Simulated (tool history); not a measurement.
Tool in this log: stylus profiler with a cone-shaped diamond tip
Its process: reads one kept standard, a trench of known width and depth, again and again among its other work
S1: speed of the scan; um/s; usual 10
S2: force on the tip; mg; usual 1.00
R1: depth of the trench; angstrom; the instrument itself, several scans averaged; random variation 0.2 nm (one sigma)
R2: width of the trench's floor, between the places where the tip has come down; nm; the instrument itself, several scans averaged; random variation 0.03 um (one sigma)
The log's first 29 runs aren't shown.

run    hour  S1    S2       R1     R2
 30  2710.6   4  0.99  10082.3  16190
 31  2768.7   8  1.07  10082.1  15980
 32  2828.2   2  1.70  10117.5  15880
 33  2938.7  28  0.87  10069.6  15450
 34  3035.9   2  0.87  10066.8  15470
 35  3124.6  10  2.31  10138.1  15330
 36  3221.8  10  0.47  10043.2  15060
 37  3345.7  10  0.47  10039.0  14880
 38  3431.9  10  0.47  10039.5  14750
 39  3494.7   2  1.03  10071.0  14750
 40  3591.6   2  1.03  10068.9  14540
 41  3645.3   2  1.03  10070.5  14460
 42  3718.1   4  0.55  10038.2  14310
 43  3816.6   5  2.53  10136.3  14230
     3901.5  -- new tip fitted, height scale calibrated
 44  3907.8  10  0.56  10052.8  16340
 45  3963.7  18  0.56  10054.7  16120
 46  4042.3  34  0.48  10049.7  15750

Branching from run 46: 3 alternative next runs. What would each branch give?
  A  4104.0  34  2.46   ?   ?
  B  4104.0  34  1.43   ?   ?
  C  4104.0  25  1.00   ?   ?

run       R1     R2
  A  10147.3  15900
  B  10100.7  15750
  C  10079.5  15820
Had the tool no hidden state, the same runs would have come out as:
run       R1     R2
  A  10149.8  16380
  B  10103.2  16240
  C  10082.0  16310
